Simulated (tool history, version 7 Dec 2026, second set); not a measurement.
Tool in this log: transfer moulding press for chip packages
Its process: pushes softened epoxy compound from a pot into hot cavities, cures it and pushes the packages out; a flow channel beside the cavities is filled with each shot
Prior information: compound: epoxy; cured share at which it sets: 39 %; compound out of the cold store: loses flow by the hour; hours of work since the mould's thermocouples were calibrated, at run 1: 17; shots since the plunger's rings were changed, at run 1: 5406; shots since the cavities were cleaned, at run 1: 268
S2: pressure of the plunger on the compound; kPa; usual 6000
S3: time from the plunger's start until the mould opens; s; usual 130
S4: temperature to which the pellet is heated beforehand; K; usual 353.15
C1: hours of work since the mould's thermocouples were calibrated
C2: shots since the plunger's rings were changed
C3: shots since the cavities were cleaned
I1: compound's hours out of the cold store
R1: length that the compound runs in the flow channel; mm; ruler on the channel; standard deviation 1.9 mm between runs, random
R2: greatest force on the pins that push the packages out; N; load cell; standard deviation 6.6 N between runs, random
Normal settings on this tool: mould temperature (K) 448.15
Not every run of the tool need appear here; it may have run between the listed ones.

{"run": 1, "hour": 0.0, "mould temperature (K)": 448.15, "S2": 6000, "S3": 130, "S4": 353.15, "C1": 17, "C2": 5406, "C3": 268, "I1": 19.8, "R1": 730, "R2": 282}
{"run": 2, "hour": 13.6, "mould temperature (K)": 448.15, "S2": 6000, "S3": 130, "S4": 353.15, "C1": 25, "C2": 5525, "C3": 387, "I1": 46.4, "R1": 649, "R2": 249}
{"run": 3, "hour": 32.1, "mould temperature (K)": 448.15, "S2": 6000, "S3": 130, "S4": 353.15, "C1": 35, "C2": 5686, "C3": 548, "I1": 18.7, "R1": 737, "R2": 269}
{"run": 4, "hour": 53.7, "mould temperature (K)": 448.15, "S2": 6000, "S3": 130, "S4": 353.15, "C1": 47, "C2": 5873, "C3": 735, "I1": 9.3, "R1": 773, "R2": 272}
{"hour": 65.0, "done": "cavities cleaned with cleaning compound and waxed"}
{"run": 5, "hour": 69.3, "mould temperature (K)": 444.15, "S2": 6000, "S3": 130, "S4": 353.15, "C1": 55, "C2": 5996, "C3": 37, "I1": 40.6, "R1": 681, "R2": 298}
{"run": 6, "hour": 87.6, "mould temperature (K)": 454.15, "S2": 6000, "S3": 130, "S4": 353.15, "C1": 65, "C2": 6155, "C3": 196, "I1": 11.1, "R1": 733, "R2": 238}
{"hour": 93.1, "done": "plunger's sealing rings changed"}
{"run": 7, "hour": 112.3, "mould temperature (K)": 448.15, "S2": 6000, "S3": 131, "S4": 353.15, "C1": 78, "C2": 167, "C3": 390, "I1": 17.8, "R1": 739, "R2": 261}
{"run": 8, "hour": 121.7, "mould temperature (K)": 448.15, "S2": 6000, "S3": 131, "S4": 353.15, "C1": 83, "C2": 249, "C3": 472, "I1": 38.7, "R1": 673, "R2": 247}
{"run": 9, "hour": 131.5, "mould temperature (K)": 448.15, "S2": 6000, "S3": 130, "S4": 353.15, "C1": 89, "C2": 334, "C3": 557, "I1": 19.9, "R1": 737, "R2": 267}
{"run": 10, "hour": 152.5, "mould temperature (K)": 448.15, "S2": 6000, "S3": 130, "S4": 353.15, "C1": 100, "C2": 516, "C3": 739, "I1": 13.4, "R1": 759, "R2": 279}
{"hour": 162.8, "done": "cavities cleaned with cleaning compound and waxed"}
{"run": 11, "hour": 174.6, "mould temperature (K)": 448.15, "S2": 6000, "S3": 130, "S4": 353.15, "C1": 112, "C2": 696, "C3": 103, "I1": 22.0, "R1": 726, "R2": 274}
{"run": 12, "hour": 197.7, "mould temperature (K)": 442.15, "S2": 6000, "S3": 130, "S4": 353.15, "C1": 125, "C2": 897, "C3": 304, "I1": 28.5, "R1": 733, "R2": 369}
{"run": 13, "hour": 218.9, "mould temperature (K)": 448.15, "S2": 6000, "S3": 163, "S4": 353.15, "C1": 137, "C2": 1082, "C3": 489, "I1": 37.9, "R1": 674, "R2": 230}
{"run": 14, "hour": 240.2, "mould temperature (K)": 448.15, "S2": 6020, "S3": 130, "S4": 353.15, "C1": 148, "C2": 1267, "C3": 674, "I1": 25.4, "R1": 714, "R2": 265}
{"hour": 257.7, "done": "cavities cleaned with cleaning compound and waxed"}
{"run": 15, "hour": 262.0, "mould temperature (K)": 448.15, "S2": 7200, "S3": 133, "S4": 353.15, "C1": 160, "C2": 1444, "C3": 38, "I1": 40.9, "R1": 729, "R2": 251}
{"run": 16, "hour": 284.0, "mould temperature (K)": 452.15, "S2": 4850, "S3": 126, "S4": 353.15, "C1": 172, "C2": 1635, "C3": 229, "I1": 21.7, "R1": 637, "R2": 236}
{"run": 17, "hour": 307.2, "mould temperature (K)": 445.15, "S2": 6370, "S3": 148, "S4": 343.15, "C1": 185, "C2": 1837, "C3": 431, "I1": 19.4, "R1": 774, "R2": 265}
{"run": 18, "hour": 330.4, "mould temperature (K)": 445.15, "S2": 6800, "S3": 129, "S4": 343.15, "C1": 198, "C2": 2039, "C3": 633, "I1": 25.5, "R1": 780, "R2": 318}
{"run": 19, "hour": 342.4, "mould temperature (K)": 448.15, "S2": 6000, "S3": 127, "S4": 347.15, "C1": 205, "C2": 2143, "C3": 737, "I1": 12.3, "R1": 759, "R2": 274}
{"hour": 352.0, "done": "cavities cleaned with cleaning compound and waxed"}
{"run": 20, "hour": 362.9, "mould temperature (K)": 448.15, "S2": 6000, "S3": 127, "S4": 347.15, "C1": 215, "C2": 2308, "C3": 94, "I1": 19.2, "R1": 739, "R2": 278}
{"run": 21, "hour": 381.1, "mould temperature (K)": 448.15, "S2": 6000, "S3": 166, "S4": 353.15, "C1": 226, "C2": 2467, "C3": 253, "I1": 19.9, "R1": 730, "R2": 240}
{"run": 22, "hour": 399.0, "mould temperature (K)": 448.15, "S2": 5690, "S3": 166, "S4": 353.15, "C1": 236, "C2": 2623, "C3": 409, "I1": 43.1, "R1": 640, "R2": 245}

Predict the results of run 23:
{"run": 23, "hour": 411.7, "mould temperature (K)": 448.15, "S2": 7100, "S3": 130, "S4": 353.15, "C1": 243, "C2": 2734, "C3": 520, "I1": 30.9, "R1": "?", "R2": "?"}

Logged for run 23: R1 755 mm, R2 267 N.
With no hidden state in the tool, this same run would have given R1 756 mm, R2 265 N.
